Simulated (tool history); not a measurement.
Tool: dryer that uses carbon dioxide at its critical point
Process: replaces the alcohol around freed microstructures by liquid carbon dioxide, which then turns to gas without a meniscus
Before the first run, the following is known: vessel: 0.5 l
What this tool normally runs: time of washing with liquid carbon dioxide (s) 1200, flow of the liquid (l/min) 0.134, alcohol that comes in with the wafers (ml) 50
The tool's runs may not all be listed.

run,day,time of washing with liquid carbon dioxide (s),flow of the liquid (l/min),alcohol that comes in with the wafers (ml),alcohol left in the vessel before it's heated (ppm by volume)
1,0.000,1200,0.134,50,1900
2,0.746,1200,0.134,50,1860
3,1.312,1200,0.134,50,1878
4,2.058,1200,0.134,40,1601
5,2.892,1200,0.134,50,1988
6,3.783,1200,0.134,91,3681
7,4.729,1200,0.134,91,3670
8,5.571,1200,0.134,91,3762
9,6.175,1200,0.134,50,2124
10,7.125,1200,0.134,50,2191
11,7.967,1200,0.134,50,2161
12,8.679,1200,0.134,50,2212
13,9.650,1200,0.134,37,1700
14,10.358,720,0.134,50,9866
15,11.383,720,0.134,58,12151
16,12.383,1200,0.134,50,2287
17,13.079,1200,0.199,50,432
18,13.658,1200,0.134,50,2421
19,14.212,1200,0.134,50,2414
# day 14.800: inlet filter changed
20,14.892,1200,0.134,50,1770
21,15.488,1200,0.134,50,1805
22,15.975,1200,0.134,50,1843
23,16.838,1320,0.192,50,220
24,17.621,1080,0.129,21,1348
25,18.462,1080,0.129,30,1920
26,19.312,1680,0.132,50,475
27,20.242,1680,0.132,50,472
28,20.908,840,0.105,46,10620
29,21.362,1020,0.105,46,6839
30,22.100,1440,0.176,21,140
31,22.917,1440,0.176,78,394
32,23.767,1200,0.218,32,161
33,24.225,1200,0.218,32,163
34,24.875,1560,0.218,35,63
35,25.988,1200,0.088,64,10115
36,26.492,1140,0.134,50,2699
37,27.038,1860,0.134,40,266
38,27.879,1860,0.134,76,487
39,28.696,1080,0.141,35,2003

Results per run with the tool's hidden condition removed, run-to-run variation unchanged:
Unlogged tool condition in this case: flow that reaches the vessel past the clogged filter, %; alcohol in the recycled carbon dioxide, ppm; drift of the gauge itself on alcohol_ppm, %.
run,alcohol left in the vessel before it's heated (ppm by volume)
1,1796
2,1732
3,1729
4,1450
5,1773
6,3238
7,3165
8,3195
9,1776
10,1799
11,1743
12,1759
13,1323
14,8466
15,10314
16,1698
17,262
18,1754
19,1731
20,1737
21,1754
22,1773
23,178
24,1259
25,1778
26,391
27,378
28,9922
29,6258
30,82
31,278
32,93
33,91
34,15
35,8760
36,2152
37,156
38,304
39,1527
